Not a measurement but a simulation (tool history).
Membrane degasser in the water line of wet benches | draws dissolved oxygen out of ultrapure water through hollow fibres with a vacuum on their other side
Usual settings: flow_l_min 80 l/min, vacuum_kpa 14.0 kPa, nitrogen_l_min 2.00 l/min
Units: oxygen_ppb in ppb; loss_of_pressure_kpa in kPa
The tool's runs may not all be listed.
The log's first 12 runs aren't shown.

run,hour,flow_l_min,vacuum_kpa,nitrogen_l_min,hours since the membrane was changed,hours since the vacuum gauge was calibrated,hours since the vacuum lines were made tight,oxygen_ppb,loss_of_pressure_kpa
13,565.1,80,9.3,2.00,774,1974,8595,744.3,62.09
14,614.0,80,9.3,2.00,823,2022,8644,744.3,61.98
15,638.8,80,9.3,2.00,848,2047,8669,748.9,61.94
16,690.5,80,14.0,2.00,899,2099,8721,1057.2,61.92
17,746.6,80,25.5,5.47,955,2155,8777,949.6,62.06
18,797.2,80,25.5,5.47,1006,2206,8828,961.5,62.39
19,844.3,80,25.5,5.47,1053,2253,8875,961.3,61.44
# hour 850.2: vacuum gauge calibrated
20,873.6,78,24.6,1.87,1082,23,8903,1722.6,60.26
21,928.7,112,15.5,2.65,1137,79,8959,1343.9,87.28
22,958.6,80,9.7,1.11,1167,108,8988,1018.7,62.44
23,983.9,80,9.7,1.11,1192,134,9014,1031.2,61.55
# hour 1005.7: vacuum gauge calibrated, once more
24,1042.7,80,9.7,1.11,1250,37,9072,1024.2,62.29
25,1072.7,60,14.5,1.28,1280,67,9102,1086.9,46.63
26,1123.6,60,17.0,5.07,1331,118,9153,550.3,46.23
27,1159.9,60,17.0,5.07,1368,154,9189,554.4,46.60
28,1184.0,79,29.0,5.71,1392,178,9213,1019.5,61.57
29,1220.3,80,9.1,2.00,1428,215,9250,734.6,62.80
30,1245.8,80,9.1,2.00,1453,240,9275,737.3,61.97
31,1270.3,60,19.6,1.34,1478,265,9300,1408.7,46.77

3 ways to go on from here, each from the tool as it stands after run 31. What would each give?
A,1305.5,91,14.0,2.00,1513,300,9335,?,?
B,1305.5,87,10.0,5.42,1513,300,9335,?,?
C,1305.5,85,14.0,1.45,1513,300,9335,?,?

run,oxygen_ppb,loss_of_pressure_kpa
A,1190.1,70.95
B,580.8,67.78
C,1316.0,65.85
Without the tool's hidden state the same runs would have given:
run,oxygen_ppb,loss_of_pressure_kpa
A,1184.6,70.50
B,574.0,67.36
C,1311.9,65.44
